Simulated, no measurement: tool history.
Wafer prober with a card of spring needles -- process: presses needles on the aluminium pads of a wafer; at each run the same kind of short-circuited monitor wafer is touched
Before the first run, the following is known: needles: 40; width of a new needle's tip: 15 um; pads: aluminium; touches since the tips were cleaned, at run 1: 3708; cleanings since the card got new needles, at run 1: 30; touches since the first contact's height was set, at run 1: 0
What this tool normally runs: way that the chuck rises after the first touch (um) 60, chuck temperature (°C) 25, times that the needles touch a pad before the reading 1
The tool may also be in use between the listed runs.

run,hour,way that the chuck rises after the first touch (um),chuck temperature (°C),times that the needles touch a pad before the reading,touches since the tips were cleaned,cleanings since the card got new needles,touches since the first contact's height was set,resistance of one needle with its contact and lead (mohm),way that a needle slides on the pad (um)
1,0,60,25,1,3708,30,0,194,16.43
# hour 2.1: tips cleaned on abrasive film
# hour 12.3: tips cleaned on abrasive film
2,20.2,60,32,1,4203,32,10635,192,16.34
# hour 22.3: tips cleaned on abrasive film
# hour 32.5: tips cleaned on abrasive film
# hour 42.6: tips cleaned on abrasive film
# hour 52.2: tips cleaned on abrasive film
3,60,60,32,1,4149,36,31627,194,16.42
# hour 62.1: tips cleaned on abrasive film
# hour 72.3: tips cleaned on abrasive film
# hour 82.5: tips cleaned on abrasive film
4,85.4,60,32,1,1546,39,44963,197,16.43
# hour 91.5: tips cleaned on abrasive film
# hour 101.7: tips cleaned on abrasive film
# hour 111.7: tips cleaned on abrasive film
5,111.7,60,32,1,0,42,58821,192,16.36
# hour 121.8: tips cleaned on abrasive film
# hour 130: tips cleaned on abrasive film
6,135,60,32,1,2662,44,71110,195,16.39
# hour 138.9: tips cleaned on abrasive film
# hour 149.1: tips cleaned on abrasive film
# hour 159: tips cleaned on abrasive film
# hour 169: tips cleaned on abrasive film
# hour 178.7: tips cleaned on abrasive film
7,178.7,60,32,1,0,49,94147,195,16.38
# hour 186.9: tips cleaned on abrasive film
# hour 196.8: tips cleaned on abrasive film
# hour 207: tips cleaned on abrasive film
8,207.2,60,32,1,115,52,109145,191,16.36
# hour 215.4: tips cleaned on abrasive film
# hour 223.5: tips cleaned on abrasive film
# hour 233.7: tips cleaned on abrasive film
# hour 243.8: tips cleaned on abrasive film
9,246.5,60,32,1,1431,56,129827,196,16.21
# hour 252.6: tips cleaned on abrasive film
# hour 262.5: tips cleaned on abrasive film
# hour 272.7: tips cleaned on abrasive film
# hour 282.9: tips cleaned on abrasive film
10,287.3,60,32,1,2351,60,151341,194,16.28
# hour 291.4: tips cleaned on abrasive film
# hour 299.5: height of the first contact set anew
# hour 301.6: tips cleaned on abrasive film
# hour 310.2: tips cleaned on abrasive film
11,310.2,60,32,1,0,63,5608,193,16.42
# hour 320.4: tips cleaned on abrasive film
# hour 328.5: tips cleaned on abrasive film
# hour 338.7: tips cleaned on abrasive film
12,342,60,32,1,1751,66,22362,196,16.27
# hour 348.1: tips cleaned on abrasive film
# hour 358.3: tips cleaned on abrasive film
# hour 368.5: tips cleaned on abrasive film
13,373.3,60,25,1,2596,69,38892,193,16.36
# hour 377.5: tips cleaned on abrasive film
# hour 387.4: tips cleaned on abrasive film
# hour 395.5: tips cleaned on abrasive film
14,395.6,60,25,1,18,72,50569,191,16.33
# hour 405.7: tips cleaned on abrasive film
# hour 415.9: tips cleaned on abrasive film
# hour 425.8: tips cleaned on abrasive film
# hour 435.9: tips cleaned on abrasive film
15,439.2,60,120,2,1798,76,73610,220,16.27
# hour 445.4: tips cleaned on abrasive film
# hour 453.5: tips cleaned on abrasive film
# hour 463.6: tips cleaned on abrasive film
# hour 473.6: tips cleaned on abrasive film
16,480.5,44,97,1,3663,80,95333,225,11.93
# hour 482.6: tips cleaned on abrasive film
# hour 492.7: tips cleaned on abrasive film
# hour 502.7: tips cleaned on abrasive film
# hour 511.1: tips cleaned on abrasive film
17,511.1,73,30,1,0,84,111444,184,19.74
# hour 521: tips cleaned on abrasive film
# hour 531.2: tips cleaned on abrasive film
# hour 539.4: tips cleaned on abrasive film
# hour 549.5: tips cleaned on abrasive film
18,550.3,60,30,2,400,88,132078,195,16.27
# hour 558.4: tips cleaned on abrasive film
# hour 568.1: tips cleaned on abrasive film
19,568.7,60,30,2,300,90,141779,194,16.23
# hour 576.5: tips cleaned on abrasive film
# hour 586.7: tips cleaned on abrasive film
# hour 596.8: tips cleaned on abrasive film
# hour 599.1: height of the first contact set anew
# hour 607.3: tips cleaned on abrasive film
20,610.5,60,25,1,1729,94,6001,190,16.2
# hour 616.7: tips cleaned on abrasive film
# hour 626.8: tips cleaned on abrasive film
21,629.6,60,41,2,1481,96,16057,194,16.29
# hour 635.7: tips cleaned on abrasive film
# hour 643.9: tips cleaned on abrasive film
# hour 654.1: tips cleaned on abrasive film
22,659.1,60,94,2,2664,99,31583,212,16.13
# hour 663.2: tips cleaned on abrasive film
# hour 673.4: tips cleaned on abrasive film
# hour 683.5: tips cleaned on abrasive film
# hour 693.4: tips cleaned on abrasive film
23,693.4,76,25,1,0,103,49665,185,20.56
# hour 701.6: tips cleaned on abrasive film
# hour 711.8: tips cleaned on abrasive film
24,717.5,59,65,1,3045,105,62357,203,15.8
# hour 721.6: tips cleaned on abrasive film
# hour 731.7: tips cleaned on abrasive film
25,738.9,66,65,2,3826,107,73665,201,17.79
# hour 741: tips cleaned on abrasive film
# hour 751.2: tips cleaned on abrasive film
26,756.8,45,56,3,3030,109,83104,212,12.08
# hour 761: tips cleaned on abrasive film
# hour 770.9: tips cleaned on abrasive film
# hour 781.1: tips cleaned on abrasive film
# hour 791.2: tips cleaned on abrasive film
27,796.2,57,99,2,2652,113,103858,213,15.34

Consider 4 possible next runs. They are alternatives, not a sequence: every one starts from the tool as it was left by run 27. What does each give?
# hour 800.4: tips cleaned on abrasive film
# hour 808.5: tips cleaned on abrasive film
# hour 818.6: tips cleaned on abrasive film
A,819.1,56,53,3,269,116,115895,?,?
# hour 800.4: tips cleaned on abrasive film
# hour 808.5: tips cleaned on abrasive film
# hour 818.6: tips cleaned on abrasive film
B,819.1,57,25,2,269,116,115895,?,?
# hour 800.4: tips cleaned on abrasive film
# hour 808.5: tips cleaned on abrasive film
# hour 818.6: tips cleaned on abrasive film
C,819.1,60,25,1,269,116,115895,?,?
# hour 800.4: tips cleaned on abrasive film
# hour 808.5: tips cleaned on abrasive film
# hour 818.6: tips cleaned on abrasive film
D,819.1,72,121,1,269,116,115895,?,?

run,resistance of one needle with its contact and lead (mohm),way that a needle slides on the pad (um)
A,205,15.1
B,195,15.33
C,191,16.24
D,210,19.47
Had the tool no hidden state, the same runs would have come out as:
run,resistance of one needle with its contact and lead (mohm),way that a needle slides on the pad (um)
A,204,15.31
B,195,15.55
C,191,16.47
D,210,19.74
